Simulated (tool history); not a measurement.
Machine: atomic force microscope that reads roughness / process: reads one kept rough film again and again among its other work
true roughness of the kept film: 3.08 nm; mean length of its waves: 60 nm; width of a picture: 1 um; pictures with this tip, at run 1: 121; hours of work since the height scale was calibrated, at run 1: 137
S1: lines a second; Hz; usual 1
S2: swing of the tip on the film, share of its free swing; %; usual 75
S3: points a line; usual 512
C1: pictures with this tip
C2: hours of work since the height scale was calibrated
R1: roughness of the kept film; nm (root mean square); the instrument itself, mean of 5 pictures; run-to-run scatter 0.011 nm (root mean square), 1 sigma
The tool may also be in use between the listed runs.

Run 1, hour 0: usual settings; C1 121; C2 137. Result: R1 2.809 nm (root mean square).
At hour 1.6: new tip fitted.
Run 2, hour 21.8: usual settings; C1 32; C2 149. Result: R1 2.857 nm (root mean square).
Run 3, hour 36.1: usual settings; C1 55; C2 157. Result: R1 2.856 nm (root mean square).
Run 4, hour 52.2: usual settings; C1 80; C2 166. Result: R1 2.841 nm (root mean square).
Run 5, hour 64.4: usual settings; C1 100; C2 173. Result: R1 2.826 nm (root mean square).
At hour 79.7: new tip fitted.
Run 6, hour 82.5: usual settings; C1 4; C2 182. Result: R1 2.881 nm (root mean square).
Run 7, hour 94.8: usual settings but S1 2.21 Hz, S2 65 %; C1 24; C2 189. Result: R1 2.812 nm (root mean square).
Run 8, hour 118: usual settings but S3 310; C1 60; C2 202. Result: R1 2.858 nm (root mean square).
Run 9, hour 130.7: usual settings but S1 2.16 Hz, S3 378; C1 80; C2 209. Result: R1 2.695 nm (root mean square).
Run 10, hour 154.7: usual settings but S1 2.16 Hz, S3 378; C1 118; C2 222. Result: R1 2.667 nm (root mean square).
At hour 158.6: new tip fitted.
Run 11, hour 177.8: usual settings but S1 2.16 Hz, S2 79 %, S3 373; C1 30; C2 235. Result: R1 2.675 nm (root mean square).

Hidden state or all else? Some run-to-run changes of R1, split into what the settings, what came in and random variation would give without the hidden state, and what is left for the hidden state (with any gauge scatter that isn't in both results):
Hidden state at play: radius of the tip, nm; height scale over the true one, %; drift of the gauge itself on roughness_nm, %.
Run 5 -> 6: new tip fitted. R1 +0.055 nm (root mean square): hidden state +0.055, all else +0.
Run 8 -> 9: S1 1 -> 2.16, S3 310 -> 378. R1 -0.163 nm (root mean square): hidden state -0.007, all else -0.156.
